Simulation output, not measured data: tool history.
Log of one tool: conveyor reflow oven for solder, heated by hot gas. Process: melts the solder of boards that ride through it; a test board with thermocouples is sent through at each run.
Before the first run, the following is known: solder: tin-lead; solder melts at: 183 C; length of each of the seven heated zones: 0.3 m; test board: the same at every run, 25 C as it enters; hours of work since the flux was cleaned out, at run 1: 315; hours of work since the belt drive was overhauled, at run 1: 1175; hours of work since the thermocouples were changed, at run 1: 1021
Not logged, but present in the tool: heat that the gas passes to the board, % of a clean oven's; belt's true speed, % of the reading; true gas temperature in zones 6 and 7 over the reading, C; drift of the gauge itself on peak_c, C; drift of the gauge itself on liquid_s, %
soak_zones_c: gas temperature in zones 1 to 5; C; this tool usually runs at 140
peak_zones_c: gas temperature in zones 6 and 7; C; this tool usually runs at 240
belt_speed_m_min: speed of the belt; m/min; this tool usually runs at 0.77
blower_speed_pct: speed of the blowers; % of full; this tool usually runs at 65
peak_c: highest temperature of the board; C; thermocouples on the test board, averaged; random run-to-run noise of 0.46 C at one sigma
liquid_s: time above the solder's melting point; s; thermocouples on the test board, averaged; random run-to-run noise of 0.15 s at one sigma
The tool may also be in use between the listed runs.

| run | hour | soak_zones_c | peak_zones_c | belt_speed_m_min | blower_speed_pct | hours of work since the flux was cleaned out | hours of work since the belt drive was overhauled | hours of work since the thermocouples were changed | peak_c | liquid_s |
|---|---|---|---|---|---|---|---|---|---|---|
| 1 | 0 | 140 | 240 | 0.77 | 65 | 315 | 1175 | 1021 | 218.9 | 37.3 |
| 2 | 31.1 | 140 | 240 | 0.77 | 54 | 331 | 1192 | 1038 | 215.5 | 35.6 |
| 3 | 75.5 | 140 | 240 | 0.77 | 54 | 355 | 1215 | 1061 | 215.4 | 35.6 |
|  | 119.4 | belt drive overhauled, speed set with a stopwatch |
| 4 | 137.8 | 140 | 240 | 0.77 | 65 | 386 | 10 | 1092 | 215.5 | 34.6 |
|  | 171.5 | flux residue cleaned out of gas plates and filters |
| 5 | 182.6 | 140 | 240 | 0.77 | 65 | 6 | 31 | 1114 | 219.6 | 36.5 |
| 6 | 246.4 | 148 | 240 | 0.77 | 65 | 40 | 65 | 1147 | 220.4 | 38.8 |
| 7 | 307.4 | 148 | 240 | 0.77 | 65 | 72 | 97 | 1180 | 220.8 | 38.7 |
| 8 | 373.9 | 148 | 240 | 0.77 | 65 | 108 | 133 | 1215 | 219.7 | 38.7 |
| 9 | 406.3 | 153 | 240 | 0.77 | 65 | 125 | 150 | 1233 | 221.3 | 40.4 |
| 10 | 465.1 | 153 | 240 | 0.77 | 65 | 156 | 181 | 1264 | 221.2 | 40.5 |
| 11 | 497.7 | 153 | 240 | 0.77 | 65 | 173 | 199 | 1281 | 220.9 | 40.1 |
| 12 | 570.8 | 150 | 235 | 0.751 | 86 | 212 | 237 | 1320 | 219.7 | 40.1 |
| 13 | 641 | 150 | 235 | 0.751 | 86 | 250 | 275 | 1357 | 217.7 | 40 |
| 14 | 716.3 | 140 | 240 | 0.857 | 75 | 290 | 315 | 1397 | 214.9 | 30.3 |
|  | 750.1 | thermocouples of zones 6 and 7 changed |
| 15 | 752.8 | 137 | 231 | 0.916 | 75 | 308 | 333 | 1 | 207.1 | 23.7 |
| 16 | 803.5 | 137 | 231 | 0.916 | 75 | 335 | 360 | 28 | 207.7 | 23.6 |
| 17 | 858.9 | 137 | 231 | 0.916 | 75 | 364 | 390 | 58 | 207.3 | 23.7 |

What if the next run were any one of these 4? Each begins from the tool's condition after run 17:
| A | 925.4 | 128 | 231 | 0.915 | 75 | 400 | 425 | 93 | ? | ? |
| B | 925.4 | 127 | 231 | 0.757 | 75 | 400 | 425 | 93 | ? | ? |
| C | 925.4 | 144 | 231 | 0.916 | 75 | 400 | 425 | 93 | ? | ? |
| D | 925.4 | 140 | 254 | 0.77 | 79 | 400 | 425 | 93 | ? | ? |

| run | peak_c | liquid_s |
|---|---|---|
| A | 203.3 | 20.3 |
| B | 211.5 | 30.3 |
| C | 208.6 | 25.8 |
| D | 234.3 | 42.1 |
Had the tool no hidden state, the same runs would have come out as:
| run | peak_c | liquid_s |
|---|---|---|
| A | 207.7 | 23.1 |
| B | 215.1 | 32.5 |
| C | 212.4 | 28 |
| D | 238.1 | 42.8 |
